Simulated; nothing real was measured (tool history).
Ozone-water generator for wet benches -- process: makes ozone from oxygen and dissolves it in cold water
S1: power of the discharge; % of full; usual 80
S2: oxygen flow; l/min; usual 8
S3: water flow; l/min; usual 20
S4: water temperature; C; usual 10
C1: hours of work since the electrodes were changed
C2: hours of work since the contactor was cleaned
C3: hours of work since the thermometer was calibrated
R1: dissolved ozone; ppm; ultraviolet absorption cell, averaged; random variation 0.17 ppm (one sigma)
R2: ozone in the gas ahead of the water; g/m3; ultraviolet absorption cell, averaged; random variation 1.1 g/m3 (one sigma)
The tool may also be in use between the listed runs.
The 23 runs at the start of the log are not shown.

{"run": 24, "hour": 3719.3, "S1": 45, "S2": 8, "S3": 14, "S4": 10, "C1": 4637, "C2": 1927, "C3": 703, "R1": 20, "R2": 128.4}
{"run": 25, "hour": 3858.2, "S1": 45, "S2": 8, "S3": 14, "S4": 10, "C1": 4752, "C2": 2042, "C3": 817, "R1": 20, "R2": 127.6}
{"run": 26, "hour": 3957.9, "S1": 45, "S2": 8, "S3": 14, "S4": 10, "C1": 4835, "C2": 2124, "C3": 900, "R1": 19.9, "R2": 129.7}
{"run": 27, "hour": 4159.7, "S1": 55, "S2": 4.36, "S3": 17, "S4": 11, "C1": 5001, "C2": 2291, "C3": 1066, "R1": 17.2, "R2": 181.1}
{"run": 28, "hour": 4360.8, "S1": 55, "S2": 4.36, "S3": 17, "S4": 11, "C1": 5167, "C2": 2457, "C3": 1233, "R1": 17, "R2": 180}
{"run": 29, "hour": 4483.8, "S1": 80, "S2": 8, "S3": 13, "S4": 10, "C1": 5269, "C2": 2558, "C3": 1334, "R1": 32.1, "R2": 196.5}
{"run": 30, "hour": 4634.8, "S1": 73, "S2": 5.82, "S3": 28, "S4": 10, "C1": 5394, "C2": 2683, "C3": 1459, "R1": 13.6, "R2": 202.6}
{"run": 31, "hour": 4729.5, "S1": 52, "S2": 11.14, "S3": 14, "S4": 6, "C1": 5472, "C2": 2761, "C3": 1537, "R1": 24.7, "R2": 128.8}
{"run": 32, "hour": 4821.4, "S1": 80, "S2": 8, "S3": 20, "S4": 16, "C1": 5548, "C2": 2837, "C3": 1613, "R1": 20.2, "R2": 196}

Below are 5 alternative next runs, each starting from the tool's condition after run 32. Predict each:
{"run": "A", "hour": 5036.5, "S1": 69, "S2": 6.15, "S3": 20, "S4": 7, "C1": 5725, "C2": 3015, "C3": 1791, "R1": "?", "R2": "?"}
{"run": "B", "hour": 5036.5, "S1": 80, "S2": 10.23, "S3": 18, "S4": 18, "C1": 5725, "C2": 3015, "C3": 1791, "R1": "?", "R2": "?"}
{"run": "C", "hour": 5036.5, "S1": 80, "S2": 12.36, "S3": 20, "S4": 16, "C1": 5725, "C2": 3015, "C3": 1791, "R1": "?", "R2": "?"}
{"run": "D", "hour": 5036.5, "S1": 80, "S2": 8, "S3": 20, "S4": 16, "C1": 5725, "C2": 3015, "C3": 1791, "R1": "?", "R2": "?"}
{"run": "E", "hour": 5036.5, "S1": 92, "S2": 4.56, "S3": 20, "S4": 7, "C1": 5725, "C2": 3015, "C3": 1791, "R1": "?", "R2": "?"}

run=A R1=19.7 R2=192.1
run=B R1=21.8 R2=180.3
run=C R1=21.1 R2=170.8
run=D R1=20.3 R2=196.7
run=E R1=22.1 R2=260.1
Take away the tool's hidden state, keep each run's random variation, and the runs would have read:
run=A R1=19.8 R2=197
run=B R1=21.8 R2=185
run=C R1=21.1 R2=175.2
run=D R1=20.4 R2=201.8
run=E R1=22.1 R2=266.9
